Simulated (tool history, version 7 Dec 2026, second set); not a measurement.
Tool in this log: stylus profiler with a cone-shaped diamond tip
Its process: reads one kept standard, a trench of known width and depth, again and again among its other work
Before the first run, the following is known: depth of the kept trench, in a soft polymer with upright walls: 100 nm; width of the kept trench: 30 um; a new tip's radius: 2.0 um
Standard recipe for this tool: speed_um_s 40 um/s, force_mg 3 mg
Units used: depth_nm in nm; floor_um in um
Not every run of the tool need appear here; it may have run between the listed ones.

run,day,speed_um_s,force_mg,depth_nm,floor_um
1,0,40,3,101.33,28.38
2,1.112,40,3,101.33,28.34
3,1.858,40,3,101.32,28.39
4,2.662,40,3,101.31,28.34
5,3.579,40,3,101.33,28.3
6,4.396,40,3,101.32,28.39
7,5.612,40,1.43,100.8,28.25
8,6.321,40,3,101.32,28.33
9,7.125,40,1.11,100.68,28.25
10,7.821,40,3.48,101.44,28.36
11,8.488,15,3,101.33,28.42
12,9.192,15,3,101.32,28.44
13,10.358,40,3,101.31,28.3
14,11.396,40,1.18,100.71,28.2
15,12.175,131,3.63,101.5,27.93
16,13.012,29,3.95,101.56,28.36
# day 13.1: height scale calibrated on a step standard
17,14.288,29,3.95,101.56,28.37
18,15.183,15,1.74,100.88,28.41
19,16.467,40,2.52,101.13,28.29
20,17.688,39,6.09,102.07,28.36
21,18.779,39,6.09,102.06,28.32
# day 19.3: height scale calibrated on a step standard, once more
22,19.475,40,2.54,101.08,28.26
23,20.671,48,1.06,100.57,28.06
24,21.867,155,2.05,100.93,27.53
25,23.062,142,7.48,102.32,28.01
26,24.012,142,6.4,102.1,27.92
27,24.992,18,1.71,100.79,28.3
28,25.725,14,4.66,101.68,28.44

Here are 4 independent what-if runs from the current tool condition. What would each one return?
A,26.379,54,3,?,?
B,26.379,44,3.02,?,?
C,26.379,14,2.93,?,?
D,26.379,14,2.23,?,?

run,depth_nm,floor_um
A,101.2,28.16
B,101.23,28.22
C,101.22,28.37
D,100.98,28.38
Without the tool's hidden state the same runs would have given:
run,depth_nm,floor_um
A,101.31,28.46
B,101.34,28.52
C,101.33,28.67
D,101.09,28.68
